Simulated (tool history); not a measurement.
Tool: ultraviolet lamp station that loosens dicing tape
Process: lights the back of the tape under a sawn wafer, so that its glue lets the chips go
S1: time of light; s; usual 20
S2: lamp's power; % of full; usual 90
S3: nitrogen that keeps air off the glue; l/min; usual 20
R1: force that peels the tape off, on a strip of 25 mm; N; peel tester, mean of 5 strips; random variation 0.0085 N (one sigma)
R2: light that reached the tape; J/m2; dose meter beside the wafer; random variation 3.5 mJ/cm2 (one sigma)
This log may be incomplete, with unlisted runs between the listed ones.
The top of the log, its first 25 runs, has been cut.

| run | hour | S1 | S2 | S3 | R1 | R2 |
|---|---|---|---|---|---|---|
| 26 | 1102.3 | 21 | 69 | 6 | 2.625 | 2680 |
|  | 1108.7 | window cleaned of glue's vapour |
| 27 | 1149.8 | 21 | 69 | 6 | 2.313 | 3000 |
| 28 | 1190.3 | 21 | 69 | 6 | 2.406 | 2890 |
| 29 | 1232 | 20 | 90 | 15 | 1.001 | 3590 |
| 30 | 1281 | 11 | 90 | 20 | 2.326 | 1930 |
| 31 | 1327.7 | 21 | 86 | 20 | 0.901 | 3380 |
|  | 1334.1 | lamp changed |
| 32 | 1391.3 | 21 | 86 | 20 | 0.397 | 5250 |
| 33 | 1425.5 | 20 | 60 | 18 | 0.942 | 3420 |
| 34 | 1458.3 | 37 | 60 | 30 | 0.262 | 6200 |
| 35 | 1520.4 | 37 | 60 | 11 | 0.464 | 5980 |
|  | 1561 | window cleaned of glue's vapour |
| 36 | 1567.4 | 37 | 60 | 11 | 0.386 | 6620 |
| 37 | 1610 | 11 | 90 | 27 | 1 | 2910 |
| 38 | 1659.4 | 11 | 98 | 36 | 0.715 | 3080 |
| 39 | 1717.6 | 22 | 69 | 11 | 0.906 | 4260 |
| 40 | 1772.8 | 12 | 65 | 23 | 1.779 | 2080 |
| 41 | 1809.4 | 30 | 90 | 23 | 0.253 | 7220 |
| 42 | 1860.2 | 26 | 65 | 12 | 0.78 | 4430 |
| 43 | 1890 | 33 | 93 | 11 | 0.324 | 7900 |

Each row is a separate what-if for the run after 43, all from the same tool condition, not one after another. Results?
| A | 1939.2 | 20 | 90 | 8 | ? | ? |
| B | 1939.2 | 29 | 80 | 35 | ? | ? |
| C | 1939.2 | 14 | 74 | 23 | ? | ? |

| run | R1 | R2 |
|---|---|---|
| A | 1.006 | 4490 |
| B | 0.281 | 5830 |
| C | 1.374 | 2590 |
With no hidden state in the tool, these same runs would have given:
| run | R1 | R2 |
|---|---|---|
| A | 0.625 | 5760 |
| B | 0.248 | 7470 |
| C | 0.876 | 3320 |
